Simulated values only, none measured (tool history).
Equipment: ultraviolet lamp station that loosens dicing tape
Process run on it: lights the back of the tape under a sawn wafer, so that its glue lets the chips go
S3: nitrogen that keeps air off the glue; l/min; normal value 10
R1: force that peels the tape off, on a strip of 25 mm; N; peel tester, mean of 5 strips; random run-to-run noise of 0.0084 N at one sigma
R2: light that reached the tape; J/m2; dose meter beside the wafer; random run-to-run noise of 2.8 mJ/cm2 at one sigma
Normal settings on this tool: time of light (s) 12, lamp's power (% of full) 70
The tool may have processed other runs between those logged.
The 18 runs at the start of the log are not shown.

Run 19, hour 894.8: usual settings but time of light (s) 6, lamp's power (% of full) 87, S3 5 l/min. Result: R1 1.275 N, R2 2290 J/m2.
Run 20, hour 948: usual settings but lamp's power (% of full) 71, S3 17 l/min. Result: R1 0.345 N, R2 3600 J/m2.
Run 21, hour 996.5: usual settings but time of light (s) 20, lamp's power (% of full) 71, S3 17 l/min. Result: R1 0.223 N, R2 5990 J/m2.
Run 22, hour 1036.4: usual settings but time of light (s) 8, S3 8 l/min. Result: R1 1.036 N, R2 2320 J/m2.
Run 23, hour 1079.9: usual settings but time of light (s) 6, lamp's power (% of full) 89, S3 3 l/min. Result: R1 1.723 N, R2 2180 J/m2.
Run 24, hour 1143.2: usual settings but time of light (s) 11, lamp's power (% of full) 89, S3 3 l/min. Result: R1 0.594 N, R2 3810 J/m2.
Run 25, hour 1190.6: usual settings but time of light (s) 7, lamp's power (% of full) 61, S3 4 l/min. Result: R1 2.228 N, R2 1650 J/m2.
Run 26, hour 1237.4: usual settings but time of light (s) 7, lamp's power (% of full) 61, S3 4 l/min. Result: R1 2.322 N, R2 1620 J/m2.
At hour 1255.9: window cleaned of glue's vapour.
Run 27, hour 1294.5: usual settings but time of light (s) 7, lamp's power (% of full) 61, S3 4 l/min. Result: R1 2.153 N, R2 1730 J/m2.
Run 28, hour 1351.1: usual settings but time of light (s) 23, lamp's power (% of full) 93, S3 3 l/min. Result: R1 0.219 N, R2 8410 J/m2.
Run 29, hour 1411.2: usual settings but time of light (s) 6, S3 19 l/min. Result: R1 1.407 N, R2 1590 J/m2.
Run 30, hour 1463.2: usual settings but time of light (s) 6, S3 19 l/min. Result: R1 1.486 N, R2 1550 J/m2.
Run 31, hour 1497.2: usual settings but time of light (s) 14, S3 3 l/min. Result: R1 0.692 N, R2 3590 J/m2.
Run 32, hour 1558.7: usual settings but time of light (s) 23, lamp's power (% of full) 67, S3 19 l/min. Result: R1 0.215 N, R2 5430 J/m2.
Run 33, hour 1601.4: usual settings but time of light (s) 23, lamp's power (% of full) 97, S3 5 l/min. Result: R1 0.215 N, R2 7740 J/m2.
Run 34, hour 1654.9: usual settings but time of light (s) 19, lamp's power (% of full) 91. Result: R1 0.225 N, R2 5950 J/m2.

What if the next run were any one of these 4? Each begins from the tool's condition after run 34:
Run A, hour 1694.6: usual settings but time of light (s) 9, lamp's power (% of full) 96, S3 4 l/min. Result: R1 ?, R2 ?.
Run B, hour 1694.6: usual settings but lamp's power (% of full) 74. Result: R1 ?, R2 ?.
Run C, hour 1694.6: usual settings but time of light (s) 14, lamp's power (% of full) 91, S3 13 l/min. Result: R1 ?, R2 ?.
Run D, hour 1694.6: usual settings but time of light (s) 19, lamp's power (% of full) 74, S3 4 l/min. Result: R1 ?, R2 ?.

run     R1    R2
  A  0.937  2840
  B  0.574  2990
  C  0.292  4230
  D  0.372  4660
With the hidden condition removed and each run's random variation left untouched, the same runs would have given:
run     R1    R2
  A  0.479  4010
  B  0.309  4190
  C  0.225  5970
  D  0.243  6570
